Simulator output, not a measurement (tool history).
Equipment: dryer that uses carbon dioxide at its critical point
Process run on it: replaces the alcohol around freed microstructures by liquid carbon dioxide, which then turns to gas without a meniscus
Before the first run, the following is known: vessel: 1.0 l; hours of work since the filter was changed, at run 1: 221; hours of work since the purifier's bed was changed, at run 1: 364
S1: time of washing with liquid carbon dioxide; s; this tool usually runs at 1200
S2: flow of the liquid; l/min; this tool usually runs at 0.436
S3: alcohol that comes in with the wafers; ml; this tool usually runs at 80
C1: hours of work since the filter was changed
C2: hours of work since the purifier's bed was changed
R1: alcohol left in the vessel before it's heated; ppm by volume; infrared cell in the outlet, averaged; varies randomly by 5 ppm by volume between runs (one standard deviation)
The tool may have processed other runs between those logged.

{"run": 1, "hour": 0.0, "S1": 1200, "S2": 0.436, "S3": 80, "C1": 221, "C2": 364, "R1": 107}
{"run": 2, "hour": 7.1, "S1": 1200, "S2": 0.436, "S3": 80, "C1": 224, "C2": 368, "R1": 101}
{"run": 3, "hour": 23.1, "S1": 1200, "S2": 0.436, "S3": 80, "C1": 233, "C2": 377, "R1": 105}
{"run": 4, "hour": 35.5, "S1": 1200, "S2": 0.436, "S3": 116, "C1": 240, "C2": 384, "R1": 127}
{"run": 5, "hour": 47.3, "S1": 1200, "S2": 0.436, "S3": 116, "C1": 247, "C2": 390, "R1": 127}
{"run": 6, "hour": 56.1, "S1": 1200, "S2": 0.436, "S3": 116, "C1": 252, "C2": 395, "R1": 130}
{"run": 7, "hour": 69.8, "S1": 1200, "S2": 0.436, "S3": 116, "C1": 260, "C2": 403, "R1": 136}
{"run": 8, "hour": 82.2, "S1": 1200, "S2": 0.436, "S3": 116, "C1": 267, "C2": 410, "R1": 142}
{"run": 9, "hour": 90.2, "S1": 1200, "S2": 0.516, "S3": 80, "C1": 271, "C2": 414, "R1": 81}
{"run": 10, "hour": 98.0, "S1": 1200, "S2": 0.362, "S3": 80, "C1": 275, "C2": 419, "R1": 232}
{"run": 11, "hour": 108.5, "S1": 1200, "S2": 0.436, "S3": 80, "C1": 281, "C2": 425, "R1": 114}
{"run": 12, "hour": 116.9, "S1": 1200, "S2": 0.436, "S3": 80, "C1": 286, "C2": 429, "R1": 125}
{"run": 13, "hour": 127.7, "S1": 1200, "S2": 0.436, "S3": 80, "C1": 292, "C2": 435, "R1": 117}
{"run": 14, "hour": 136.4, "S1": 1200, "S2": 0.436, "S3": 80, "C1": 297, "C2": 440, "R1": 124}
{"run": 15, "hour": 148.9, "S1": 1200, "S2": 0.436, "S3": 80, "C1": 304, "C2": 447, "R1": 125}
{"run": 16, "hour": 160.5, "S1": 1200, "S2": 0.436, "S3": 80, "C1": 310, "C2": 454, "R1": 118}
{"run": 17, "hour": 174.8, "S1": 1200, "S2": 0.436, "S3": 80, "C1": 318, "C2": 462, "R1": 141}
{"run": 18, "hour": 187.9, "S1": 1380, "S2": 0.42, "S3": 83, "C1": 326, "C2": 469, "R1": 111}
{"run": 19, "hour": 197.1, "S1": 1380, "S2": 0.515, "S3": 94, "C1": 331, "C2": 474, "R1": 90}
{"run": 20, "hour": 212.2, "S1": 1380, "S2": 0.515, "S3": 94, "C1": 339, "C2": 483, "R1": 92}
{"run": 21, "hour": 226.6, "S1": 1380, "S2": 0.515, "S3": 94, "C1": 347, "C2": 491, "R1": 84}
{"run": 22, "hour": 234.1, "S1": 960, "S2": 0.319, "S3": 94, "C1": 352, "C2": 495, "R1": 1312}
{"run": 23, "hour": 240.9, "S1": 960, "S2": 0.319, "S3": 94, "C1": 355, "C2": 499, "R1": 1403}
{"run": 24, "hour": 248.3, "S1": 1080, "S2": 0.319, "S3": 92, "C1": 360, "C2": 503, "R1": 813}
{"run": 25, "hour": 263.8, "S1": 1680, "S2": 0.436, "S3": 31, "C1": 368, "C2": 512, "R1": 84}
{"run": 26, "hour": 274.6, "S1": 1440, "S2": 0.33, "S3": 40, "C1": 374, "C2": 518, "R1": 145}
{"run": 27, "hour": 282.4, "S1": 840, "S2": 0.33, "S3": 22, "C1": 379, "C2": 522, "R1": 554}
{"run": 28, "hour": 298.2, "S1": 1620, "S2": 0.33, "S3": 44, "C1": 387, "C2": 531, "R1": 120}
{"run": 29, "hour": 307.9, "S1": 1020, "S2": 0.323, "S3": 42, "C1": 393, "C2": 536, "R1": 523}
{"run": 30, "hour": 323.8, "S1": 1020, "S2": 0.323, "S3": 42, "C1": 402, "C2": 545, "R1": 506}
{"run": 31, "hour": 340.4, "S1": 900, "S2": 0.413, "S3": 46, "C1": 411, "C2": 555, "R1": 343}
{"run": 32, "hour": 350.1, "S1": 900, "S2": 0.413, "S3": 46, "C1": 417, "C2": 560, "R1": 344}
{"run": 33, "hour": 358.1, "S1": 900, "S2": 0.413, "S3": 46, "C1": 421, "C2": 564, "R1": 352}

Below are 4 alternative next runs, each starting from the tool's condition after run 33. Predict each:
{"run": "A", "hour": 373.3, "S1": 1200, "S2": 0.436, "S3": 80, "C1": 430, "C2": 573, "R1": "?"}
{"run": "B", "hour": 373.3, "S1": 960, "S2": 0.413, "S3": 29, "C1": 430, "C2": 573, "R1": "?"}
{"run": "C", "hour": 373.3, "S1": 1380, "S2": 0.665, "S3": 46, "C1": 430, "C2": 573, "R1": "?"}
{"run": "D", "hour": 373.3, "S1": 840, "S2": 0.435, "S3": 80, "C1": 430, "C2": 573, "R1": "?"}

run=A R1=154
run=B R1=229
run=C R1=101
run=D R1=578
Had the tool no hidden state, the same runs would have come out as:
run=A R1=29
run=B R1=86
run=C R1=1
run=D R1=322
